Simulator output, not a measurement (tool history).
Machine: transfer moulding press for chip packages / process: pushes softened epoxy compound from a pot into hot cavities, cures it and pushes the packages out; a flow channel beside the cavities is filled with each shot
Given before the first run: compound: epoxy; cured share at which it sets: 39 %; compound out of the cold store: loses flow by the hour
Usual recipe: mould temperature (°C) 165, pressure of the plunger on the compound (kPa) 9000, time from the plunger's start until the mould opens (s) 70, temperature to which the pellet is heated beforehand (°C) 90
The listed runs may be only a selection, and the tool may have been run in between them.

run     day  mould temperature (°C)  pressure of the plunger on the compound (kPa)  time from the plunger's start until the mould opens (s)  temperature to which the pellet is heated beforehand (°C)  incoming compound's hours out of the cold store  length that the compound runs in the flow channel (mm)  greatest force on the pins that push the packages out (N)
  1       0                     165                                           9000                                                       70                                                         90                                             21.2                                                     486                                                        622
      0.121  -- cavities cleaned with cleaning compound and waxed
  2   0.562                     165                                           9000                                                       70                                                         90                                             27.9                                                     480                                                        715
  3   0.929                     165                                           9000                                                       70                                                         90                                             24.2                                                     477                                                        742
  4   1.383                     165                                           9000                                                       70                                                         81                                             18.4                                                     489                                                        730
      1.817  -- cavities cleaned with cleaning compound and waxed
  5   1.925                     165                                           9000                                                       70                                                         83                                             20.1                                                     478                                                        429
  6    2.35                     165                                           9000                                                       70                                                         83                                             16.7                                                     492                                                        489
  7     2.6                     165                                           9000                                                       70                                                         83                                             29.3                                                     470                                                        507
      2.808  -- cavities cleaned with cleaning compound and waxed, once more
  8   2.942                     165                                           9000                                                       70                                                         83                                             35.6                                                     468                                                        421
  9   3.325                     165                                           9000                                                       70                                                         83                                             26.5                                                     472                                                        501
 10   3.612                     165                                           9000                                                       70                                                         90                                             15.7                                                     484                                                        553
 11   4.004                     165                                           9000                                                       70                                                         90                                             44.5                                                     455                                                        552
 12   4.308                     168                                           9000                                                       70                                                         90                                             11.3                                                     478                                                        550
      4.517  -- cavities cleaned with cleaning compound and waxed
 13   4.708                     165                                           9000                                                       70                                                         90                                             44.1                                                     455                                                        439
 14       5                     165                                           7610                                                       70                                                         90                                             40.5                                                     416                                                        476
 15   5.458                     165                                           8850                                                       84                                                         90                                             11.4                                                     484                                                        470
 16   5.788                     172                                           7170                                                       84                                                         97                                             22.4                                                     401                                                        457
      6.217  -- cavities cleaned with cleaning compound and waxed
 17   6.279                     163                                           7290                                                       70                                                         88                                             32.1                                                     422                                                        463
 18   6.671                     172                                           9000                                                       70                                                         90                                             23.5                                                     446                                                        390
 19   7.058                     172                                           9000                                                       70                                                         98                                             20.8                                                     456                                                        428
 20   7.488                     172                                           9000                                                       70                                                         98                                             44.6                                                     426                                                        485
      7.908  -- cavities cleaned with cleaning compound and waxed
 21    8.05                     172                                           9940                                                       70                                                         85                                               27                                                     471                                                        345
 22   8.433                     170                                           9940                                                       70                                                        100                                             17.6                                                     475                                                        409
 23   8.812                     170                                          10260                                                       94                                                         81                                             12.8                                                     493                                                        444
 24     9.1                     157                                           9190                                                       57                                                         85                                             27.1                                                     487                                                       1578
       9.35  -- plunger's sealing rings changed
 25   9.588                     157                                           9190                                                       57                                                         85                                             27.3                                                     545                                                       1657
      9.704  -- cavities cleaned with cleaning compound and waxed
 26   9.983                     157                                           9190                                                       57                                                         85                                             30.7                                                     549                                                       1172
 27  10.479                     157                                           9190                                                       57                                                         85                                             26.8                                                     549                                                       1369
 28  10.858                     167                                           8490                                                       70                                                         90                                             40.6                                                     493                                                        533

Some steps in length that the compound runs in the flow channel (mm), run to run, broken into two amounts with sign: the step expected even without the hidden condition (settings, incoming material, random variation), and the rest, left for the hidden condition together with whatever gauge scatter is not in both the measured and the hidden-condition-free result:
Hidden conditions of the tool in this case: true mould temperature over the reading, C; pressure that reaches the compound, % of what is set; grip of the stained cavities, % over clean ones'; drift of the gauge itself on flow_mm, %; drift of the gauge itself on push_out_n, %.
Run 14 -> 15: pressure of the plunger on the compound (kPa) 7610 -> 8850, time from the plunger's start until the mould opens (s) 70 -> 84. length that the compound runs in the flow channel (mm) +68: hidden state -8, all else +76.
Run 15 -> 16: mould temperature (°C) 165 -> 172, pressure of the plunger on the compound (kPa) 8850 -> 7170, temperature to which the pellet is heated beforehand (°C) 90 -> 97. length that the compound runs in the flow channel (mm) -83: hidden state +8, all else -91.
Run 24 -> 25: plunger's sealing rings changed. length that the compound runs in the flow channel (mm) +58: hidden state +69, all else -11.
